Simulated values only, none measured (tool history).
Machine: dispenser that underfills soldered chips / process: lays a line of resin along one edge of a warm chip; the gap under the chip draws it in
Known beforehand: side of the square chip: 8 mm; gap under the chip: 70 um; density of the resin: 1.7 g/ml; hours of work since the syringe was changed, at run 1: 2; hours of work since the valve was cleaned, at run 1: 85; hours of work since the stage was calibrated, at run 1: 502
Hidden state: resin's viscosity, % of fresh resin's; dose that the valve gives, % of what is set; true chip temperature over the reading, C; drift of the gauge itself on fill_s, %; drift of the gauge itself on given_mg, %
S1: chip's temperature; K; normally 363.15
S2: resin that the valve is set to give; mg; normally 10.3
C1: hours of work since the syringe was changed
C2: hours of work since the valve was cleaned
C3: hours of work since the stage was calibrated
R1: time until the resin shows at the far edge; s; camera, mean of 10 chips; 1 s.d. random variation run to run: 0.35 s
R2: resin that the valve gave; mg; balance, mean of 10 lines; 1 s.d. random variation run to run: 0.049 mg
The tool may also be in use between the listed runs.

| run | day | S1 | S2 | C1 | C2 | C3 | R1 | R2 |
|---|---|---|---|---|---|---|---|---|
| 1 | 0.000 | 363.15 | 10.3 | 2 | 85 | 502 | 17.2 | 9.75 |
|  | 0.325 | new syringe of resin |
| 2 | 0.412 | 363.15 | 10.0 | 2 | 92 | 509 | 17.7 | 9.49 |
|  | 0.746 | new syringe of resin |
| 3 | 0.933 | 355.15 | 10.3 | 3 | 101 | 518 | 23.0 | 9.71 |
|  | 1.183 | new syringe of resin |
| 4 | 1.471 | 355.15 | 10.3 | 5 | 110 | 527 | 25.3 | 9.67 |
|  | 1.650 | new syringe of resin |
|  | 1.912 | dispensing valve cleaned and set on the balance |
|  | 2.162 | new syringe of resin |
| 5 | 2.167 | 355.15 | 10.3 | 0 | 4 | 538 | 20.6 | 10.23 |
| 6 | 2.508 | 355.15 | 10.3 | 6 | 10 | 544 | 26.1 | 10.18 |
|  | 2.617 | new syringe of resin |
| 7 | 3.012 | 355.15 | 10.3 | 7 | 19 | 552 | 27.0 | 10.17 |
|  | 3.062 | new syringe of resin |
|  | 3.496 | new syringe of resin |
| 8 | 3.758 | 359.15 | 10.3 | 5 | 31 | 565 | 21.1 | 10.12 |
|  | 3.946 | new syringe of resin |
| 9 | 4.121 | 359.15 | 10.3 | 3 | 37 | 571 | 19.9 | 10.08 |
|  | 4.388 | new syringe of resin |
| 10 | 4.612 | 359.15 | 10.3 | 4 | 45 | 579 | 21.7 | 10.05 |
|  | 4.838 | new syringe of resin |
|  | 5.279 | new syringe of resin |
| 11 | 5.354 | 359.15 | 10.3 | 1 | 58 | 591 | 18.9 | 9.93 |
|  | 5.746 | new syringe of resin |
| 12 | 5.838 | 359.15 | 10.3 | 2 | 66 | 599 | 18.9 | 9.94 |
|  | 6.188 | new syringe of resin |
| 13 | 6.188 | 359.15 | 10.3 | 0 | 71 | 605 | 18.1 | 9.89 |
|  | 6.612 | new syringe of resin |
| 14 | 6.667 | 359.15 | 10.3 | 1 | 80 | 613 | 18.3 | 9.80 |
|  | 7.067 | new syringe of resin |
| 15 | 7.267 | 359.15 | 10.3 | 3 | 90 | 623 | 20.6 | 9.84 |
|  | 7.517 | new syringe of resin |
|  | 7.946 | new syringe of resin |
| 16 | 7.946 | 359.15 | 10.3 | 0 | 101 | 635 | 18.6 | 9.63 |
|  | 8.375 | new syringe of resin |
| 17 | 8.529 | 360.15 | 10.3 | 3 | 111 | 644 | 20.4 | 9.61 |
|  | 8.821 | new syringe of resin |
|  | 8.929 | dispensing valve cleaned and set on the balance |
| 18 | 9.046 | 360.15 | 10.3 | 3 | 2 | 652 | 20.0 | 10.33 |
|  | 9.296 | new syringe of resin |
|  | 9.733 | new syringe of resin |
| 19 | 9.733 | 349.15 | 11.6 | 0 | 13 | 664 | 22.9 | 11.60 |
|  | 10.200 | new syringe of resin |
| 20 | 10.296 | 349.15 | 11.6 | 2 | 23 | 673 | 25.1 | 11.60 |
|  | 10.667 | new syringe of resin |
| 21 | 10.883 | 367.15 | 9.7 | 4 | 33 | 683 | 16.7 | 9.51 |
|  | 11.083 | new syringe of resin |
| 22 | 11.342 | 353.15 | 9.7 | 4 | 40 | 691 | 24.6 | 9.35 |
|  | 11.525 | new syringe of resin |
|  | 11.942 | new syringe of resin |
| 23 | 11.979 | 353.15 | 9.7 | 1 | 51 | 701 | 22.2 | 9.35 |
|  | 12.379 | new syringe of resin |
| 24 | 12.625 | 353.15 | 9.7 | 4 | 62 | 712 | 25.3 | 9.44 |
|  | 12.838 | new syringe of resin |
|  | 13.271 | new syringe of resin |
| 25 | 13.362 | 360.15 | 10.5 | 2 | 74 | 725 | 18.9 | 10.10 |
|  | 13.700 | new syringe of resin |
| 26 | 13.983 | 362.15 | 11.3 | 5 | 85 | 735 | 19.4 | 10.66 |
|  | 14.129 | new syringe of resin |
| 27 | 14.471 | 366.15 | 10.3 | 6 | 93 | 743 | 17.6 | 9.75 |
|  | 14.600 | new syringe of resin |
| 28 | 14.942 | 356.15 | 9.5 | 6 | 101 | 751 | 25.6 | 8.87 |
|  | 15.075 | new syringe of resin |
|  | 15.200 | stage's temperature calibrated |
|  | 15.550 | new syringe of resin |
| 29 | 15.721 | 356.15 | 9.5 | 3 | 113 | 9 | 25.8 | 8.90 |
|  | 15.975 | dispensing valve cleaned and set on the balance |
|  | 16.029 | new syringe of resin |
| 30 | 16.146 | 356.15 | 9.5 | 2 | 3 | 15 | 24.9 | 9.50 |
|  | 16.479 | new syringe of resin |
| 31 | 16.858 | 363.15 | 9.9 | 7 | 15 | 27 | 23.5 | 9.76 |
|  | 16.925 | new syringe of resin |
|  | 17.362 | new syringe of resin |
| 32 | 17.450 | 367.15 | 12.3 | 2 | 25 | 37 | 16.9 | 12.05 |
|  | 17.779 | new syringe of resin |
| 33 | 18.133 | 367.15 | 8.9 | 6 | 36 | 48 | 21.5 | 8.74 |
|  | 18.204 | new syringe of resin |
| 34 | 18.604 | 376.15 | 10.3 | 7 | 44 | 56 | 16.5 | 10.02 |

Hidden state or all else? Some run-to-run changes of R1, split into what the settings, what came in and random variation would give without the hidden state, and what is left for the hidden state (with any gauge scatter that isn't in both results):
Run 4 -> 5: new syringe of resin, dispensing valve cleaned and set on the balance, new syringe of resin. R1 -4.7 s: hidden state -5.5, all else +0.8.
Run 5 -> 6: no setting changed, nothing entered. R1 +5.5 s: hidden state +4.9, all else +0.6.
Run 20 -> 21: S1 349.15 -> 367.15, S2 11.6 -> 9.7, new syringe of resin. R1 -8.4 s: hidden state +2.0, all else -10.4.
Run 21 -> 22: S1 367.15 -> 353.15, new syringe of resin. R1 +7.9 s: hidden state +0.6, all else +7.3.
Run 27 -> 28: S1 366.15 -> 356.15, S2 10.3 -> 9.5, new syringe of resin. R1 +8.0 s: hidden state +0.8, all else +7.2.
Run 31 -> 32: S1 363.15 -> 367.15, S2 9.9 -> 12.3, new syringe of resin, new syringe of resin. R1 -6.6 s: hidden state -4.4, all else -2.2.

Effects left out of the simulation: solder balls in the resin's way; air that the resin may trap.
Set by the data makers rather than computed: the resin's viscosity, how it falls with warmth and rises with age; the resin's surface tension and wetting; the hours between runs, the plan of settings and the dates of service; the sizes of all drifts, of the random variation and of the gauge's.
